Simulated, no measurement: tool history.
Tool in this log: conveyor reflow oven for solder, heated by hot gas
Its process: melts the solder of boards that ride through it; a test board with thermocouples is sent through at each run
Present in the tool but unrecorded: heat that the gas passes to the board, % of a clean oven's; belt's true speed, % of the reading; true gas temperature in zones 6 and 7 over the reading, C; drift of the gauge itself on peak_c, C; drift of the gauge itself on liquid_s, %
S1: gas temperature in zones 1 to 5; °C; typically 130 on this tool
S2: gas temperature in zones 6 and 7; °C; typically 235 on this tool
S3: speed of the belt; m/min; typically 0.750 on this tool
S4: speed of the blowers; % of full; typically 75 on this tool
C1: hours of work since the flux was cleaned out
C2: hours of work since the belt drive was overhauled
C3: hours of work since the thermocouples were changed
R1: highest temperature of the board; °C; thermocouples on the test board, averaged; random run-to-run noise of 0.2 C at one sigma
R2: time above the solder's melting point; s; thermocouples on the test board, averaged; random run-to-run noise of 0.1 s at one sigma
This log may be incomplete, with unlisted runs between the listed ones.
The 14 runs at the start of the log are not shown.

run 15 hour=206.8 | S1=130 S2=235 S3=0.750 S4=75 | C1=176 C2=55 C3=340 | R1=216.7 R2=40.3
-- hour=225.2 belt drive overhauled, speed set with a stopwatch, once more
run 16 hour=228.2 | S1=130 S2=235 S3=0.750 S4=75 | C1=188 C2=2 C3=351 | R1=216.2 R2=38.8
run 17 hour=246.5 | S1=130 S2=227 S3=0.750 S4=75 | C1=200 C2=14 C3=364 | R1=208.8 R2=34.6
run 18 hour=268.4 | S1=130 S2=227 S3=0.750 S4=75 | C1=215 C2=29 C3=378 | R1=209.0 R2=34.5
run 19 hour=278.5 | S1=130 S2=227 S3=0.750 S4=75 | C1=222 C2=36 C3=385 | R1=208.8 R2=34.6
run 20 hour=298.2 | S1=130 S2=227 S3=0.750 S4=75 | C1=235 C2=49 C3=399 | R1=208.6 R2=34.4
run 21 hour=321.8 | S1=145 S2=239 S3=0.750 S4=90 | C1=251 C2=65 C3=415 | R1=223.8 R2=47.3
run 22 hour=338.8 | S1=145 S2=232 S3=0.621 S4=75 | C1=262 C2=77 C3=426 | R1=220.3 R2=56.1
-- hour=349.2 flux residue cleaned out of gas plates and filters
run 23 hour=362.5 | S1=145 S2=232 S3=0.621 S4=75 | C1=9 C2=89 C3=439 | R1=221.9 R2=56.8
run 24 hour=377.0 | S1=118 S2=231 S3=0.621 S4=84 | C1=19 C2=99 C3=448 | R1=218.6 R2=48.2
run 25 hour=401.8 | S1=120 S2=234 S3=0.601 S4=80 | C1=35 C2=116 C3=465 | R1=222.0 R2=52.2
run 26 hour=423.2 | S1=120 S2=234 S3=0.855 S4=80 | C1=50 C2=130 C3=480 | R1=210.1 R2=28.9
run 27 hour=436.3 | S1=120 S2=234 S3=0.855 S4=80 | C1=59 C2=139 C3=488 | R1=210.2 R2=28.8
run 28 hour=456.7 | S1=143 S2=234 S3=0.881 S4=57 | C1=73 C2=153 C3=502 | R1=208.4 R2=30.7
run 29 hour=479.4 | S1=143 S2=234 S3=0.881 S4=57 | C1=88 C2=168 C3=518 | R1=208.4 R2=30.6
run 30 hour=498.6 | S1=143 S2=233 S3=0.881 S4=54 | C1=101 C2=181 C3=531 | R1=206.5 R2=29.3
run 31 hour=518.7 | S1=120 S2=225 S3=0.881 S4=66 | C1=114 C2=195 C3=544 | R1=198.0 R2=18.0

Here are 3 independent what-if runs from the current tool condition. What would each one return?
run A hour=536.7 | S1=130 S2=235 S3=0.750 S4=56 | C1=127 C2=207 C3=556 | R1=? R2=?
run B hour=536.7 | S1=130 S2=235 S3=0.750 S4=52 | C1=127 C2=207 C3=556 | R1=? R2=?
run C hour=536.7 | S1=120 S2=225 S3=0.878 S4=68 | C1=127 C2=207 C3=556 | R1=? R2=?

run=A R1=211.6 R2=36.1
run=B R1=210.5 R2=35.1
run=C R1=198.0 R2=18.7
Without the tool's hidden state the same runs would have given:
run=A R1=213.2 R2=37.2
run=B R1=212.1 R2=36.1
run=C R1=199.9 R2=20.4
